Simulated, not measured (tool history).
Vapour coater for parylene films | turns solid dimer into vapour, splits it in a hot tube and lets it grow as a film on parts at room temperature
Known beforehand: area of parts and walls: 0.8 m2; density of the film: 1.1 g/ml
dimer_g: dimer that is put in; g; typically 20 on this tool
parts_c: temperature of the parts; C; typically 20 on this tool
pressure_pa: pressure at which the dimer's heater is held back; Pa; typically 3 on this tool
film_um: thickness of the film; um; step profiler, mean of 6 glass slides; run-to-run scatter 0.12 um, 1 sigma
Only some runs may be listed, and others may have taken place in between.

run 1 hour=0 | dimer_g=20 parts_c=20 pressure_pa=3 | film_um=17.99
run 2 hour=51.4 | dimer_g=18 parts_c=20 pressure_pa=3 | film_um=15.98
run 3 hour=97 | dimer_g=18 parts_c=20 pressure_pa=3 | film_um=16.03
run 4 hour=158.9 | dimer_g=18 parts_c=20 pressure_pa=7.76 | film_um=13.3
run 5 hour=195.8 | dimer_g=18 parts_c=20 pressure_pa=7.76 | film_um=13.2
run 6 hour=254.7 | dimer_g=20 parts_c=20 pressure_pa=3 | film_um=17.47
run 7 hour=317.5 | dimer_g=20 parts_c=20 pressure_pa=3 | film_um=17.25
run 8 hour=364.7 | dimer_g=20 parts_c=20 pressure_pa=3 | film_um=16.97
run 9 hour=404.8 | dimer_g=20 parts_c=20 pressure_pa=3 | film_um=17.22
run 10 hour=437.9 | dimer_g=20 parts_c=20 pressure_pa=3 | film_um=17.15
run 11 hour=495 | dimer_g=20 parts_c=20 pressure_pa=3 | film_um=16.85
run 12 hour=531 | dimer_g=20 parts_c=20 pressure_pa=3.64 | film_um=16.29
run 13 hour=560.7 | dimer_g=20 parts_c=20 pressure_pa=3.3 | film_um=16.69
run 14 hour=599.2 | dimer_g=20 parts_c=20 pressure_pa=3.3 | film_um=16.52
-- hour=649 trap's valve overhauled
run 15 hour=665.3 | dimer_g=20 parts_c=20 pressure_pa=3.3 | film_um=18.73
run 16 hour=727.3 | dimer_g=20 parts_c=20 pressure_pa=3.3 | film_um=18.51
run 17 hour=780.2 | dimer_g=20 parts_c=17 pressure_pa=3 | film_um=20.51
run 18 hour=814.5 | dimer_g=20 parts_c=17 pressure_pa=3 | film_um=20.42
run 19 hour=873.8 | dimer_g=20 parts_c=17 pressure_pa=3.23 | film_um=20.17
run 20 hour=927.3 | dimer_g=20 parts_c=20 pressure_pa=4 | film_um=17.79
run 21 hour=954.3 | dimer_g=20 parts_c=20 pressure_pa=4 | film_um=17.35
run 22 hour=984.1 | dimer_g=32 parts_c=20 pressure_pa=3 | film_um=29.5
run 23 hour=1016.4 | dimer_g=32 parts_c=20 pressure_pa=3 | film_um=29.51
run 24 hour=1071.8 | dimer_g=32 parts_c=20 pressure_pa=3 | film_um=29.1
run 25 hour=1114.8 | dimer_g=15 parts_c=16 pressure_pa=2.03 | film_um=15.8
run 26 hour=1162.3 | dimer_g=19 parts_c=18 pressure_pa=3.31 | film_um=17.91
run 27 hour=1203.7 | dimer_g=32 parts_c=18 pressure_pa=6.19 | film_um=26.6
run 28 hour=1258 | dimer_g=12 parts_c=14 pressure_pa=6.19 | film_um=11.09
run 29 hour=1299.1 | dimer_g=20 parts_c=22 pressure_pa=7.83 | film_um=14.22
run 30 hour=1355.7 | dimer_g=20 parts_c=28 pressure_pa=2.98 | film_um=14.49
run 31 hour=1391 | dimer_g=20 parts_c=28 pressure_pa=2.98 | film_um=14.39
run 32 hour=1428.7 | dimer_g=20 parts_c=28 pressure_pa=2.98 | film_um=14.42
run 33 hour=1489.6 | dimer_g=20 parts_c=19 pressure_pa=2.98 | film_um=17.88
run 34 hour=1554.2 | dimer_g=10 parts_c=30 pressure_pa=6.04 | film_um=5.77
run 35 hour=1613.9 | dimer_g=18 parts_c=13 pressure_pa=11 | film_um=14.58
run 36 hour=1676 | dimer_g=15 parts_c=20 pressure_pa=2 | film_um=13.83
run 37 hour=1737.8 | dimer_g=21 parts_c=14 pressure_pa=5.29 | film_um=18.68
run 38 hour=1803.2 | dimer_g=21 parts_c=20 pressure_pa=11.89 | film_um=13.67
-- hour=1826.2 trap's valve overhauled
run 39 hour=1872.5 | dimer_g=17 parts_c=20 pressure_pa=2.99 | film_um=16.3
run 40 hour=1925.3 | dimer_g=17 parts_c=20 pressure_pa=2.44 | film_um=16.65
run 41 hour=1990.3 | dimer_g=19 parts_c=26 pressure_pa=2.44 | film_um=15.94
run 42 hour=2045.5 | dimer_g=24 parts_c=26 pressure_pa=11.29 | film_um=14.89
run 43 hour=2072.4 | dimer_g=20 parts_c=25 pressure_pa=3 | film_um=16.48
run 44 hour=2124.3 | dimer_g=20 parts_c=25 pressure_pa=3 | film_um=16.51
run 45 hour=2159.6 | dimer_g=20 parts_c=25 pressure_pa=3 | film_um=16.23
run 46 hour=2199.3 | dimer_g=20 parts_c=25 pressure_pa=3 | film_um=16.14
run 47 hour=2259.5 | dimer_g=15 parts_c=26 pressure_pa=6.16 | film_um=10.29

What if the next run were any one of these 4? Each begins from the tool's condition after run 47:
run A hour=2293.8 | dimer_g=15 parts_c=26 pressure_pa=2.97 | film_um=?
run B hour=2293.8 | dimer_g=10 parts_c=28 pressure_pa=4.99 | film_um=?
run C hour=2293.8 | dimer_g=10 parts_c=20 pressure_pa=10.43 | film_um=?
run D hour=2293.8 | dimer_g=27 parts_c=12 pressure_pa=3 | film_um=?

run=A film_um=11.71
run=B film_um=6.67
run=C film_um=7.24
run=D film_um=28.94
With the hidden condition removed and each run's random variation left untouched, the same runs would have given:
run=A film_um=12.26
run=B film_um=6.98
run=C film_um=7.58
run=D film_um=30.52
